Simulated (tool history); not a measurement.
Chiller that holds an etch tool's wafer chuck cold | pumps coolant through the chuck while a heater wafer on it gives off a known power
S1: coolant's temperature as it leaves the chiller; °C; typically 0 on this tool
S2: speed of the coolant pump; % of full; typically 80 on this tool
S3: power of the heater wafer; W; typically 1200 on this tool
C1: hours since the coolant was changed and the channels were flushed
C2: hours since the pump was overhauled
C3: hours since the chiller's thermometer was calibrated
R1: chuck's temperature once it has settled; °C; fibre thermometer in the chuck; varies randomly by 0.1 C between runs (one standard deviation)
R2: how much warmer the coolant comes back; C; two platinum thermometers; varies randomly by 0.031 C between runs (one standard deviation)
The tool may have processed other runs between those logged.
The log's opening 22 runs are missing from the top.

| run | hour | S1 | S2 | S3 | C1 | C2 | C3 | R1 | R2 |
|---|---|---|---|---|---|---|---|---|---|
| 23 | 1477.6 | 0 | 70 | 1010 | 1024 | 2047 | 1053 | 10.8 | 3.09 |
| 24 | 1517.3 | 0 | 70 | 1010 | 1064 | 2086 | 1092 | 10.8 | 3.06 |
| 25 | 1568.4 | 0 | 70 | 1010 | 1115 | 2138 | 1144 | 10.8 | 3.05 |
| 26 | 1653.8 | 6 | 84 | 1010 | 1200 | 2223 | 1229 | 15.7 | 2.52 |
| 27 | 1740.4 | 4 | 80 | 1070 | 1287 | 2310 | 1316 | 14.8 | 2.79 |
| 28 | 1804.0 | -4 | 77 | 1641 | 1351 | 2373 | 1379 | 12.7 | 4.52 |
| 29 | 1866.8 | -4 | 77 | 1641 | 1413 | 2436 | 1442 | 12.8 | 4.52 |
| 30 | 1923.6 | 0 | 65 | 1200 | 1470 | 2493 | 1499 | 13.8 | 4.03 |
| 31 | 1973.5 | 0 | 65 | 1200 | 1520 | 2543 | 1549 | 13.6 | 4.07 |
| 32 | 2065.1 | -8 | 67 | 1292 | 1612 | 2634 | 1640 | 6.5 | 4.22 |

4 ways to go on from here, each from the tool as it stands after run 32. What would each give?
| A | 2149.0 | 8 | 89 | 1458 | 1696 | 2718 | 1724 | ? | ? |
| B | 2149.0 | -2 | 80 | 1533 | 1696 | 2718 | 1724 | ? | ? |
| C | 2149.0 | -8 | 96 | 1292 | 1696 | 2718 | 1724 | ? | ? |
| D | 2149.0 | -3 | 80 | 1312 | 1696 | 2718 | 1724 | ? | ? |

| run | R1 | R2 |
|---|---|---|
| A | 21.7 | 3.43 |
| B | 13.6 | 4.10 |
| C | 3.6 | 2.81 |
| D | 10.2 | 3.47 |
Without the tool's hidden state the same runs would have given:
| run | R1 | R2 |
|---|---|---|
| A | 20.7 | 3.19 |
| B | 12.5 | 3.83 |
| C | 2.8 | 2.62 |
| D | 9.3 | 3.24 |
